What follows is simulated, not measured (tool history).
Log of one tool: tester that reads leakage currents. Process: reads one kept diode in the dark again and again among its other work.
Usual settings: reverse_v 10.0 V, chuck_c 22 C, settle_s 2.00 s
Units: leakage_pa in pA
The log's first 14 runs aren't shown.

Run 15, day 77.200: usual settings but reverse_v 10.9 V. Result: leakage_pa 53.31 pA.
Run 16, day 80.012: usual settings but reverse_v 1.5 V. Result: leakage_pa 20.41 pA.
Run 17, day 84.592: usual settings but reverse_v 1.5 V. Result: leakage_pa 20.45 pA.
At day 87.600: chuck's temperature calibrated.
Run 18, day 90.458: usual settings. Result: leakage_pa 51.46 pA.
Run 19, day 93.700: usual settings but chuck_c 58 C, settle_s 2.86 s. Result: leakage_pa 559.92 pA.
Run 20, day 100.550: usual settings but chuck_c 58 C, settle_s 2.86 s. Result: leakage_pa 564.01 pA.
Run 21, day 106.304: usual settings but reverse_v 1.6 V, chuck_c 25 C. Result: leakage_pa 26.39 pA.
Run 22, day 109.592: usual settings but chuck_c 38 C, settle_s 1.02 s. Result: leakage_pa 159.78 pA.
Run 23, day 116.296: usual settings but reverse_v 1.1 V, settle_s 0.32 s. Result: leakage_pa 18.29 pA.
Run 24, day 121.033: usual settings but reverse_v 2.5 V, chuck_c 26 C, settle_s 1.43 s. Result: leakage_pa 35.22 pA.
Run 25, day 125.029: usual settings but reverse_v 1.2 V, chuck_c 55 C, settle_s 6.58 s. Result: leakage_pa 171.52 pA.
Run 26, day 129.467: usual settings but reverse_v 11.6 V. Result: leakage_pa 54.99 pA.
Run 27, day 132.904: usual settings but reverse_v 1.8 V, chuck_c 21 C, settle_s 4.23 s. Result: leakage_pa 20.78 pA.
Run 28, day 137.212: usual settings but reverse_v 1.8 V, chuck_c 41 C, settle_s 4.23 s. Result: leakage_pa 84.56 pA.
At day 138.729: probe card cleaned and baked.
Run 29, day 141.562: usual settings but chuck_c 34 C. Result: leakage_pa 120.57 pA.
Run 30, day 145.350: usual settings but chuck_c 34 C. Result: leakage_pa 120.10 pA.
Run 31, day 149.879: usual settings but chuck_c 34 C. Result: leakage_pa 120.45 pA.
Run 32, day 154.250: usual settings but reverse_v 4.8 V, chuck_c 34 C, settle_s 7.10 s. Result: leakage_pa 84.24 pA.
Run 33, day 160.554: usual settings but reverse_v 2.6 V, chuck_c 30 C, settle_s 1.27 s. Result: leakage_pa 47.93 pA.
Run 34, day 166.896: usual settings but chuck_c 49 C. Result: leakage_pa 321.40 pA.
Run 35, day 171.808: usual settings but chuck_c 49 C. Result: leakage_pa 324.81 pA.

Forecast each of these 4 alternatives for the next run:
Run A, day 177.088: usual settings but reverse_v 8.1 V, chuck_c 57 C, settle_s 0.58 s. Result: leakage_pa ?.
Run B, day 177.088: usual settings but reverse_v 8.4 V, chuck_c 40 C. Result: leakage_pa ?.
Run C, day 177.088: usual settings but chuck_c 27 C. Result: leakage_pa ?.
Run D, day 177.088: usual settings but chuck_c 34 C, settle_s 2.80 s. Result: leakage_pa ?.

run  leakage_pa
  A      482.18
  B      165.57
  C       73.58
  D      119.42
Without the tool's hidden state the same runs would have given:
run  leakage_pa
  A      482.65
  B      165.74
  C       73.65
  D      119.54
